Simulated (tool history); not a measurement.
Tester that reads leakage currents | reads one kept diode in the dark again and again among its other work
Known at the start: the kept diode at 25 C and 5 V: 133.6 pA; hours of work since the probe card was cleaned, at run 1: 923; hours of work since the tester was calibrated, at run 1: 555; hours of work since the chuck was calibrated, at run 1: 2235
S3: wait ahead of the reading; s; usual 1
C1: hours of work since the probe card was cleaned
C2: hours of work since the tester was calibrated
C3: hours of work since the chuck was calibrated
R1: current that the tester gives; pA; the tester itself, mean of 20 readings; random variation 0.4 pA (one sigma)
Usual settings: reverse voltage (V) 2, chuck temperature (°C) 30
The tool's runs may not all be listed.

Run 1, day 0: usual settings; C1 923; C2 555; C3 2235. Result: R1 126.47 pA.
Run 2, day 2.592: usual settings; C1 965; C2 597; C3 2277. Result: R1 126.1 pA.
Run 3, day 4.096: usual settings; C1 990; C2 622; C3 2301. Result: R1 126.34 pA.
Run 4, day 5.975: usual settings; C1 1020; C2 652; C3 2332. Result: R1 126.03 pA.
Run 5, day 8.425: usual settings; C1 1060; C2 692; C3 2372. Result: R1 126.56 pA.
Run 6, day 9.771: usual settings but chuck temperature (°C) 34; C1 1082; C2 714; C3 2394. Result: R1 176.03 pA.
Run 7, day 11.246: usual settings but reverse voltage (V) 1.2, chuck temperature (°C) 55, S3 0.79 s; C1 1106; C2 738; C3 2418. Result: R1 690.83 pA.
At day 12.125: chuck's temperature calibrated.
Run 8, day 13.846: usual settings but reverse voltage (V) 3.61, chuck temperature (°C) 41, S3 1.01 s; C1 1147; C2 779; C3 28. Result: R1 430.66 pA.
At day 14.079: tester calibrated.
Run 9, day 16.333: usual settings but reverse voltage (V) 5.22, chuck temperature (°C) 38, S3 0.74 s; C1 1186; C2 37; C3 67. Result: R1 402.41 pA.
Run 10, day 18.783: usual settings but reverse voltage (V) 1.05, chuck temperature (°C) 27; C1 1226; C2 77; C3 107. Result: R1 75.09 pA.
At day 20.754: tester calibrated, once more.
Run 11, day 21.075: usual settings but reverse voltage (V) 1.05, chuck temperature (°C) 27; C1 1262; C2 5; C3 143. Result: R1 75.27 pA.

Forecast each of these 5 alternatives for the next run:
Run A, day 23.529: usual settings but reverse voltage (V) 1.1, chuck temperature (°C) 40, S3 0.81 s; C1 1302; C2 45; C3 183. Result: R1 ?.
Run B, day 23.529: usual settings but reverse voltage (V) 1.35, S3 3.72 s; C1 1302; C2 45; C3 183. Result: R1 ?.
Run C, day 23.529: usual settings but reverse voltage (V) 12.54; C1 1302; C2 45; C3 183. Result: R1 ?.
Run D, day 23.529: usual settings but reverse voltage (V) 1.05, chuck temperature (°C) 27, S3 3.73 s; C1 1302; C2 45; C3 183. Result: R1 ?.
Run E, day 23.529: usual settings but reverse voltage (V) 1.67, chuck temperature (°C) 33, S3 2.6 s; C1 1302; C2 45; C3 183. Result: R1 ?.

run      R1
  A  225.03
  B  109.53
  C  325.95
  D   74.95
  E   154.9
Without the tool's hidden state the same runs would have given:
run      R1
  A  226.63
  B  110.08
  C  324.34
  D   75.29
  E  155.73

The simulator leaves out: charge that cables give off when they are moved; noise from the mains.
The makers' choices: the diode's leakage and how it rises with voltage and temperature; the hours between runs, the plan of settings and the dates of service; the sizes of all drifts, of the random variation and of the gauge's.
